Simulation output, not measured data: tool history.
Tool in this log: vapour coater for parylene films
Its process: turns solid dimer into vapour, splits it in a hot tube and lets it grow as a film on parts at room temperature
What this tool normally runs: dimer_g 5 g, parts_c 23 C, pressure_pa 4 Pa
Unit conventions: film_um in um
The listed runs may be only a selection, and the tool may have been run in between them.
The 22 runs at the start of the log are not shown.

run,hour,dimer_g,parts_c,pressure_pa,hours of work since the trap's valve was overhauled,hours of work since the table's thermometer was calibrated,film_um
23,266.2,5,19,4,29,634,2.43
24,274.6,5,19,4,36,641,2.37
25,286.3,2,27,9.58,46,651,0.61
26,297.2,2,27,9.58,55,660,0.59
27,315,6,16,4.62,70,675,3.06
28,329.4,3,21,2.05,82,688,1.53
29,342.1,4,29,7.62,93,698,1.14
30,356.2,4,29,7.62,105,710,1.11
31,373.8,4,31,3.15,119,725,1.27
32,389,4,31,3.15,132,738,1.25
33,397.4,7,23,4.65,139,745,2.72
34,409.3,3,23,2.11,149,755,1.41
35,423.7,3,23,2.11,161,767,1.37
36,438,3,23,8.03,174,779,1
37,448.8,3,17,8.15,183,788,1.24
38,461.7,6,32,3.02,193,799,1.83
39,471.8,4,24,3.02,202,808,1.62
40,479.3,3,24,2.7,208,814,1.24
41,495.5,4,18,6.04,222,828,1.71
42,506.9,5,23,4.21,232,837,1.93
43,522.4,5,23,4.21,245,850,1.88
44,531.8,3,19,4,253,858,1.31
45,540.9,5,22,4,260,866,2.01
46,549.5,5,22,4,268,873,2.02
47,561.1,5,22,4,277,883,2.02

Branching from run 47: 4 alternative next runs. What would each branch give?
A,575.5,3,23,10.07,289,895,?
B,575.5,3,26,8.62,289,895,?
C,575.5,3,16,4.16,289,895,?
D,575.5,2,22,4,289,895,?

run,film_um
A,0.96
B,0.86
C,1.44
D,0.79
The same runs, with their run-to-run variation unchanged, on a tool lacking any hidden condition would have given:
run,film_um
A,1.06
B,0.94
C,1.59
D,0.87
